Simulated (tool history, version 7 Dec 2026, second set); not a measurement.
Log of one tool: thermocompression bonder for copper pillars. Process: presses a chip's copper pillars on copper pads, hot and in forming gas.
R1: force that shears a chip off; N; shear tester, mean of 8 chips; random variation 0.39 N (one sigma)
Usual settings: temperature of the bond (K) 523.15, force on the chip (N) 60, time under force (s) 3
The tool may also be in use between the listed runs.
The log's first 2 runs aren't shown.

run 3 hour=15.2 | temperature_of_the_bond_(K)=523.15 force_on_the_chip_(N)=60 time_under_force_(s)=3 | R1=37.3
run 4 hour=25.5 | temperature_of_the_bond_(K)=496.15 force_on_the_chip_(N)=60 time_under_force_(s)=3 | R1=24.7
run 5 hour=35.5 | temperature_of_the_bond_(K)=523.15 force_on_the_chip_(N)=60 time_under_force_(s)=7 | R1=51.4
run 6 hour=43.0 | temperature_of_the_bond_(K)=543.15 force_on_the_chip_(N)=60 time_under_force_(s)=3 | R1=48.4
run 7 hour=52.6 | temperature_of_the_bond_(K)=543.15 force_on_the_chip_(N)=60 time_under_force_(s)=3 | R1=48.2
run 8 hour=57.5 | temperature_of_the_bond_(K)=543.15 force_on_the_chip_(N)=60 time_under_force_(s)=3 | R1=48.2
run 9 hour=67.1 | temperature_of_the_bond_(K)=543.15 force_on_the_chip_(N)=60 time_under_force_(s)=3 | R1=47.7
run 10 hour=76.7 | temperature_of_the_bond_(K)=507.15 force_on_the_chip_(N)=60 time_under_force_(s)=3 | R1=29.3
run 11 hour=86.3 | temperature_of_the_bond_(K)=523.15 force_on_the_chip_(N)=60 time_under_force_(s)=7 | R1=50.7
run 12 hour=93.3 | temperature_of_the_bond_(K)=523.15 force_on_the_chip_(N)=60 time_under_force_(s)=7 | R1=50.4
run 13 hour=99.4 | temperature_of_the_bond_(K)=523.15 force_on_the_chip_(N)=60 time_under_force_(s)=3 | R1=37.1
run 14 hour=108.0 | temperature_of_the_bond_(K)=523.15 force_on_the_chip_(N)=60 time_under_force_(s)=2 | R1=31.3
-- hour=115.1 forming gas filter changed
run 15 hour=115.1 | temperature_of_the_bond_(K)=544.15 force_on_the_chip_(N)=60 time_under_force_(s)=2 | R1=44.6
run 16 hour=122.0 | temperature_of_the_bond_(K)=523.15 force_on_the_chip_(N)=36 time_under_force_(s)=3 | R1=30.2
run 17 hour=129.6 | temperature_of_the_bond_(K)=523.15 force_on_the_chip_(N)=60 time_under_force_(s)=3 | R1=38.6
run 18 hour=137.4 | temperature_of_the_bond_(K)=523.15 force_on_the_chip_(N)=60 time_under_force_(s)=3 | R1=39.5
run 19 hour=144.2 | temperature_of_the_bond_(K)=507.15 force_on_the_chip_(N)=60 time_under_force_(s)=3 | R1=30.4
run 20 hour=148.8 | temperature_of_the_bond_(K)=507.15 force_on_the_chip_(N)=60 time_under_force_(s)=6 | R1=39.9

Run 21 comes next. What will it give?
run 21 hour=155.4 | temperature_of_the_bond_(K)=505.15 force_on_the_chip_(N)=59 time_under_force_(s)=3 | R1=?

Run 21 gave R1 28.8 N.
Without the tool's hidden state the same run would have given R1 29.8 N.
